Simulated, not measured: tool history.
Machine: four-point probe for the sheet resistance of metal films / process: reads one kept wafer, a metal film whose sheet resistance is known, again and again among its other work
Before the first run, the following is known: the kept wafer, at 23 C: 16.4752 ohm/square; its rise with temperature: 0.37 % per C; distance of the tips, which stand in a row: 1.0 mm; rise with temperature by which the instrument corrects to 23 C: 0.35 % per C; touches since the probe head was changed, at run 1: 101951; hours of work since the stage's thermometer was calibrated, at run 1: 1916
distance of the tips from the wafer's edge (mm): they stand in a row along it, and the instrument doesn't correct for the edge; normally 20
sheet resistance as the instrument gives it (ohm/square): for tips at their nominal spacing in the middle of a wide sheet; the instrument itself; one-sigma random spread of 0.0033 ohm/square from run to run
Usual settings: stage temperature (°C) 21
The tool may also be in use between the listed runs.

| run | hour | stage temperature (°C) | distance of the tips from the wafer's edge (mm) | touches since the probe head was changed | hours of work since the stage's thermometer was calibrated | sheet resistance as the instrument gives it (ohm/square) |
|---|---|---|---|---|---|---|
| 1 | 0 | 21 | 20 | 101951 | 1916 | 16.491494 |
| 2 | 67.3 | 26 | 20 | 105302 | 1966 | 16.502943 |
| 3 | 132.7 | 26 | 20 | 108556 | 2014 | 16.50621 |
| 4 | 166.6 | 21 | 20 | 110245 | 2039 | 16.49001 |
| 5 | 220.3 | 21 | 20 | 112920 | 2079 | 16.493446 |
| 6 | 267.2 | 30 | 20 | 115251 | 2113 | 16.526174 |
| 7 | 317.8 | 30 | 20 | 117770 | 2151 | 16.521458 |
| 8 | 373.1 | 30 | 20 | 120524 | 2192 | 16.519594 |
| 9 | 435 | 21 | 20 | 123607 | 2237 | 16.490947 |
| 10 | 464.6 | 21 | 20 | 125078 | 2259 | 16.488911 |
| 11 | 519.6 | 21 | 17 | 127820 | 2300 | 16.503746 |
| 12 | 569.9 | 21 | 17 | 130323 | 2337 | 16.495765 |
| 13 | 607.8 | 21 | 17 | 132208 | 2365 | 16.496154 |
|  | 651.9 | stage's thermometer calibrated |
| 14 | 651.9 | 34 | 20 | 134381 | 0 | 16.538993 |
| 15 | 709.9 | 34 | 20 | 137267 | 43 | 16.533027 |
| 16 | 777.4 | 23 | 62 | 140629 | 93 | 16.480116 |
| 17 | 810.7 | 23 | 62 | 142287 | 117 | 16.475176 |

The next listed run, before its measurement:
| 18 | 848.5 | 27 | 6 | 144169 | 145 | ? |

Run 18 produced sheet resistance as the instrument gives it (ohm/square) 16.7344.
Minus the tool's unlogged condition, the same run would have read sheet resistance as the instrument gives it (ohm/square) 16.732626.
